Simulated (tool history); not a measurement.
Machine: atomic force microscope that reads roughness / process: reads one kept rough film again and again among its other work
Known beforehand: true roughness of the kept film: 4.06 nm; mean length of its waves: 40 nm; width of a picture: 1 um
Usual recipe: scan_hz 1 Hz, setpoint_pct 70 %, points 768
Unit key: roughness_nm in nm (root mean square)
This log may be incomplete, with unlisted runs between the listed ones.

run   hour  scan_hz  setpoint_pct  points  roughness_nm
  1      0        1            70     768         2.869
         6  -- new tip fitted
  2   13.5        1            70     768         3.542
  3     21        1            70     948         3.527
  4     27        1            70     948         3.499
  5   37.3        1            70     948         3.451
  6   47.5        1            70     948         3.425
  7     57        1            70     948         3.339
  8   64.2        1            70     768         3.348
  9   70.7        1            70     768         3.293
 10   78.6        1            70     768         3.292
 11   85.5        1            70     768         3.253
 12   91.3        1            70     768         3.222
 13   99.4        1            70     768         3.192
 14  109.6        1            57     768          3.24
 15  117.4        1            57     768         3.257
 16  126.1     0.89            85     823         2.958
 17  137.7     0.89            85     823          2.92
 18  148.2     1.09            70     278          2.99
     150.4  -- height scale calibrated on a step standard
 19  156.4     1.09            70     278         2.972
 20  164.8     1.09            70     278         2.972
     173.8  -- new tip fitted
 21  173.8     1.09            70     278         3.552
 22  181.7      1.1            56     933         3.663
 23  194.1     2.29            76     347          3.14
     200.3  -- height scale calibrated on a step standard, once more
 24  206.9     2.29            76     347         3.062

Predict the results of run 25:
 25  217.3     2.29            76     347             ?

roughness_nm: 3.031 nm (root mean square)
With no hidden state in the tool, this same run would have given roughness_nm 3.2 nm (root mean square).

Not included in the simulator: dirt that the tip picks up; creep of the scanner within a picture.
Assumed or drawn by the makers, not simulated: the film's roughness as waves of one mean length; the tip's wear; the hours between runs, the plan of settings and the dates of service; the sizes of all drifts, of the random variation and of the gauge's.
